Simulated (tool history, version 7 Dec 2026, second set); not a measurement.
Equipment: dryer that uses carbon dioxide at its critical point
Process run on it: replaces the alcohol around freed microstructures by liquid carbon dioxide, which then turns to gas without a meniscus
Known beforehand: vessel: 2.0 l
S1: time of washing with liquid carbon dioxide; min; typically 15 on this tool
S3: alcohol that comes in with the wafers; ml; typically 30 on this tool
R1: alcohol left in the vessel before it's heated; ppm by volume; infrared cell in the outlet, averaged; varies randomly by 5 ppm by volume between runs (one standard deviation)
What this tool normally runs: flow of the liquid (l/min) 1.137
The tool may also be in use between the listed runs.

Run 1, hour 0: usual settings. Result: R1 49 ppm by volume.
Run 2, hour 30: usual settings. Result: R1 59 ppm by volume.
Run 3, hour 58.3: usual settings but flow of the liquid (l/min) 1.19. Result: R1 70 ppm by volume.
Run 4, hour 91.6: usual settings but flow of the liquid (l/min) 1.19. Result: R1 84 ppm by volume.
At hour 143: inlet filter changed.
Run 5, hour 143: usual settings but flow of the liquid (l/min) 1.19. Result: R1 72 ppm by volume.
Run 6, hour 185: usual settings but flow of the liquid (l/min) 0.91. Result: R1 139 ppm by volume.
Run 7, hour 208.5: usual settings but flow of the liquid (l/min) 0.91. Result: R1 142 ppm by volume.
Run 8, hour 243.8: usual settings but flow of the liquid (l/min) 0.91. Result: R1 157 ppm by volume.
Run 9, hour 292.7: usual settings. Result: R1 127 ppm by volume.
Run 10, hour 316.3: usual settings but S1 11 min. Result: R1 208 ppm by volume.
Run 11, hour 351: usual settings but S1 11 min. Result: R1 236 ppm by volume.
Run 12, hour 400.4: usual settings but S1 20 min, flow of the liquid (l/min) 0.82. Result: R1 169 ppm by volume.
Run 13, hour 427: usual settings but S1 20 min, flow of the liquid (l/min) 0.82. Result: R1 178 ppm by volume.
Run 14, hour 468.3: usual settings but S1 20 min, flow of the liquid (l/min) 0.82. Result: R1 190 ppm by volume.
At hour 488.3: inlet filter changed.
Run 15, hour 505.4: usual settings but S1 20 min, flow of the liquid (l/min) 0.82, S3 34 ml. Result: R1 175 ppm by volume.
Run 16, hour 529.7: usual settings but S1 16 min, flow of the liquid (l/min) 1.72, S3 50 ml. Result: R1 167 ppm by volume.
Run 17, hour 566: usual settings but S1 20 min, flow of the liquid (l/min) 0.88, S3 52 ml. Result: R1 196 ppm by volume.
Run 18, hour 591.4: usual settings but S1 13 min, flow of the liquid (l/min) 0.88, S3 52 ml. Result: R1 423 ppm by volume.
Run 19, hour 615.5: usual settings but flow of the liquid (l/min) 1.24, S3 73 ml. Result: R1 197 ppm by volume.
Run 20, hour 651.6: usual settings but S1 11 min, flow of the liquid (l/min) 1.24, S3 82 ml. Result: R1 354 ppm by volume.
Run 21, hour 695.7: usual settings but S1 11 min, flow of the liquid (l/min) 1.24, S3 82 ml. Result: R1 391 ppm by volume.

Below, some changes in R1 between adjacent runs. For each, the amount present without the hidden state too (settings, incoming material, random variation) and the amount remaining for the hidden state with gauge scatter not shared by both compared results:
Hidden conditions of the tool in this case: flow that reaches the vessel past the clogged filter, %; alcohol in the recycled carbon dioxide, ppm; drift of the gauge itself on alcohol_ppm, %.
Run 17 -> 18: S1 20 -> 13. R1 +227 ppm by volume: hidden state +50, all else +177.
Run 18 -> 19: S1 13 -> 15, flow of the liquid (l/min) 0.88 -> 1.24, S3 52 -> 73. R1 -226 ppm by volume: hidden state -40, all else -186.
Run 19 -> 20: S1 15 -> 11, S3 73 -> 82. R1 +157 ppm by volume: hidden state +63, all else +94.
